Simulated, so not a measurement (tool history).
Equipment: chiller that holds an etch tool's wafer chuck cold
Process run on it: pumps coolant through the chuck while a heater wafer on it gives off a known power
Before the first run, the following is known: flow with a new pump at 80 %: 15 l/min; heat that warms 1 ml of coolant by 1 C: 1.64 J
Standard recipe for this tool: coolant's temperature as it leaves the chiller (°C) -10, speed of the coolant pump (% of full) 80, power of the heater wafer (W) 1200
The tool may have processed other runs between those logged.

| run | hour | coolant's temperature as it leaves the chiller (°C) | speed of the coolant pump (% of full) | power of the heater wafer (W) | chuck's temperature once it has settled (°C) | how much warmer the coolant comes back (C) |
|---|---|---|---|---|---|---|
| 1 | 0 | -10 | 80 | 1200 | -1.5 | 2.92 |
| 2 | 115.3 | -10 | 80 | 1200 | -1.5 | 2.94 |
| 3 | 212.1 | -10 | 80 | 1200 | -1.6 | 2.94 |
| 4 | 308.6 | -10 | 80 | 1200 | -1.4 | 2.89 |
| 5 | 407.5 | -10 | 80 | 1200 | -1.7 | 2.95 |
| 6 | 524.6 | -10 | 80 | 1200 | -1.6 | 2.89 |
| 7 | 626.5 | -10 | 80 | 1200 | -1.6 | 2.89 |
| 8 | 743.1 | -8 | 80 | 1200 | 0.6 | 2.85 |
| 9 | 824.7 | -8 | 80 | 1200 | 0.5 | 2.86 |
| 10 | 914.7 | -8 | 80 | 1200 | 0.5 | 2.85 |
| 11 | 1021.2 | -10 | 80 | 1200 | -1.5 | 2.9 |
| 12 | 1105.3 | -10 | 80 | 1200 | -1.7 | 2.85 |
| 13 | 1200.1 | -10 | 80 | 1200 | -1.7 | 2.82 |
| 14 | 1309 | -10 | 80 | 1200 | -1.6 | 2.8 |
| 15 | 1424.6 | -10 | 80 | 747 | -4.7 | 1.75 |
| 16 | 1534.9 | -3 | 80 | 1200 | 5.5 | 2.81 |
| 17 | 1646.3 | -14 | 86 | 1200 | -5.9 | 2.61 |
| 18 | 1721 | -14 | 86 | 1200 | -6.1 | 2.56 |
| 19 | 1775.6 | -14 | 86 | 1200 | -6.1 | 2.59 |
| 20 | 1824.6 | -14 | 86 | 1200 | -5.9 | 2.6 |
| 21 | 1935.4 | -6 | 68 | 1648 | 7.2 | 4.54 |
| 22 | 2001.9 | -6 | 68 | 1648 | 7.1 | 4.6 |
| 23 | 2108.3 | -19 | 89 | 613 | -15.1 | 1.16 |
| 24 | 2169.9 | -19 | 89 | 613 | -14.9 | 1.18 |
| 25 | 2260.4 | -1 | 88 | 1200 | 7 | 2.5 |
| 26 | 2364.5 | -15 | 80 | 822 | -9.1 | 2 |
| 27 | 2483.4 | -16 | 68 | 1709 | -2.5 | 4.91 |
| 28 | 2557.1 | -16 | 68 | 1709 | -2.4 | 4.88 |
| 29 | 2632 | -16 | 70 | 1709 | -2.5 | 4.73 |
| 30 | 2721.9 | -9 | 75 | 971 | -1.7 | 2.52 |
| 31 | 2820.6 | -19 | 80 | 1229 | -10.3 | 2.92 |

Put back what was entered between runs (1 entry, withheld): which listed runs does each sit between, and how does the hidden state differ from the listed run before to the listed run after?
From run 25 to run 26: gauge calibrated (hour 2277.1)
  heat passed by the chuck's channels, % of clean ones': 99.8 -> 99.7; drift of the gauge itself on warmer_back_c, C: -0.19 -> -0.01
  measured less the result without the state, how much warmer the coolant comes back (C): -0.19 -> -0.01
